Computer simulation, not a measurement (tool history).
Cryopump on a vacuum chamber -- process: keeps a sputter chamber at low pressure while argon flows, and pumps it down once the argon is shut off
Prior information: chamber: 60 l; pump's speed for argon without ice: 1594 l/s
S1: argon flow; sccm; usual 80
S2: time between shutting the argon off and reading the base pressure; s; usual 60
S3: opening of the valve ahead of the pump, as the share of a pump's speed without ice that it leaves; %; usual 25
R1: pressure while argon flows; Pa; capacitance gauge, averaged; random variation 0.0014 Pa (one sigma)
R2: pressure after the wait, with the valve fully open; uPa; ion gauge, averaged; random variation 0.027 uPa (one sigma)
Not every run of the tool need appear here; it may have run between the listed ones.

Run 1, hour 0: usual settings. Result: R1 0.3604 Pa, R2 1.43 uPa.
Run 2, hour 29: usual settings. Result: R1 0.3599 Pa, R2 1.44 uPa.
Run 3, hour 45.9: usual settings. Result: R1 0.3616 Pa, R2 1.45 uPa.
Run 4, hour 63: usual settings. Result: R1 0.3581 Pa, R2 1.52 uPa.
Run 5, hour 81.3: usual settings but S2 147 s. Result: R1 0.359 Pa, R2 0.92 uPa.
Run 6, hour 101.4: usual settings but S3 45 %. Result: R1 0.2129 Pa, R2 1.52 uPa.
Run 7, hour 115.9: usual settings but S3 45 %. Result: R1 0.212 Pa, R2 1.52 uPa.
Run 8, hour 136.6: usual settings but S3 45 %. Result: R1 0.2123 Pa, R2 1.49 uPa.
Run 9, hour 165.8: usual settings but S3 45 %. Result: R1 0.2136 Pa, R2 1.53 uPa.
Run 10, hour 178.6: usual settings but S3 45 %. Result: R1 0.2136 Pa, R2 1.49 uPa.
Run 11, hour 196.7: usual settings but S1 32 sccm. Result: R1 0.1452 Pa, R2 1.55 uPa.
Run 12, hour 213.4: usual settings but S3 39 %. Result: R1 0.243 Pa, R2 1.57 uPa.
Run 13, hour 230.2: usual settings but S3 39 %. Result: R1 0.2431 Pa, R2 1.54 uPa.
At hour 245.8: pump warmed up, emptied and cooled again.
Run 14, hour 255.7: usual settings. Result: R1 0.3405 Pa, R2 1.39 uPa.
Run 15, hour 273.9: usual settings. Result: R1 0.3427 Pa, R2 1.42 uPa.
Run 16, hour 295.2: usual settings. Result: R1 0.3421 Pa, R2 1.43 uPa.
Run 17, hour 313.6: usual settings. Result: R1 0.3414 Pa, R2 1.45 uPa.
Run 18, hour 333.9: usual settings but S1 51 sccm. Result: R1 0.2174 Pa, R2 1.45 uPa.
Run 19, hour 354.6: usual settings but S2 102 s. Result: R1 0.3412 Pa, R2 1.02 uPa.
Run 20, hour 367.4: usual settings but S2 102 s. Result: R1 0.3451 Pa, R2 0.98 uPa.
Run 21, hour 392.5: usual settings but S2 102 s. Result: R1 0.3406 Pa, R2 1.01 uPa.
Run 22, hour 404.6: usual settings but S1 64 sccm, S2 143 s. Result: R1 0.2746 Pa, R2 0.89 uPa.
Run 23, hour 430.8: usual settings but S1 52 sccm, S2 143 s, S3 16 %. Result: R1 0.3452 Pa, R2 0.84 uPa.
Run 24, hour 449.8: usual settings but S1 71 sccm, S2 25 s. Result: R1 0.3042 Pa, R2 2.72 uPa.
Run 25, hour 467.5: usual settings but S1 71 sccm, S2 25 s. Result: R1 0.306 Pa, R2 2.75 uPa.
Run 26, hour 485.6: usual settings but S1 72 sccm, S2 20 s, S3 23 %. Result: R1 0.3368 Pa, R2 3.36 uPa.
Run 27, hour 508.2: usual settings but S1 72 sccm, S2 20 s, S3 23 %. Result: R1 0.3362 Pa, R2 3.33 uPa.
Run 28, hour 537.2: usual settings but S1 72 sccm, S2 20 s, S3 23 %. Result: R1 0.3372 Pa, R2 3.38 uPa.
Run 29, hour 559.9: usual settings but S1 138 sccm, S2 146 s, S3 41 %. Result: R1 0.3697 Pa, R2 0.91 uPa.
Run 30, hour 577.3: usual settings but S1 94 sccm, S2 79 s, S3 35 %. Result: R1 0.2935 Pa, R2 1.23 uPa.
Run 31, hour 603.9: usual settings but S1 92 sccm, S2 79 s, S3 37 %. Result: R1 0.2733 Pa, R2 1.16 uPa.
Run 32, hour 630.5: usual settings but S1 33 sccm, S2 43 s, S3 19 %. Result: R1 0.1874 Pa, R2 1.82 uPa.
Run 33, hour 659.5: usual settings but S1 92 sccm, S2 145 s, S3 53 %. Result: R1 0.1943 Pa, R2 0.94 uPa.
Run 34, hour 686.6: usual settings but S1 92 sccm, S2 145 s, S3 53 %. Result: R1 0.1931 Pa, R2 0.93 uPa.

How would selected steps in R1 from run to run divide? Give the signed amount a tool lacking its hidden state would still show from settings, what came in and random variation, and the signed amount left for the hidden state, including any gauge scatter that is not in both of the compared results.
Hidden state at play: pump's speed, % of a pump's without ice; cold plate's temperature, K; leak into the chamber, uPa l/s; drift of the gauge itself on working_pa, %; drift of the gauge itself on base_upa, %.
Run 5 -> 6: S2 147 -> 60, S3 25 -> 45. R1 -0.1461 Pa: hidden state +0.0009, all else -0.147.
Run 10 -> 11: S1 80 -> 32, S3 45 -> 25. R1 -0.0684 Pa: hidden state -0.0147, all else -0.0537.
Run 11 -> 12: S1 32 -> 80, S3 25 -> 39. R1 +0.0978 Pa: hidden state +0.0155, all else +0.0823.
Run 13 -> 14: S3 39 -> 25, pump warmed up, emptied and cooled again. R1 +0.0974 Pa: hidden state -0.0245, all else +0.1219.
Run 17 -> 18: S1 80 -> 51. R1 -0.124 Pa: hidden state -0.0007, all else -0.1233.
Run 18 -> 19: S1 51 -> 80, S2 60 -> 102. R1 +0.1238 Pa: hidden state +0.0014, all else +0.1224.

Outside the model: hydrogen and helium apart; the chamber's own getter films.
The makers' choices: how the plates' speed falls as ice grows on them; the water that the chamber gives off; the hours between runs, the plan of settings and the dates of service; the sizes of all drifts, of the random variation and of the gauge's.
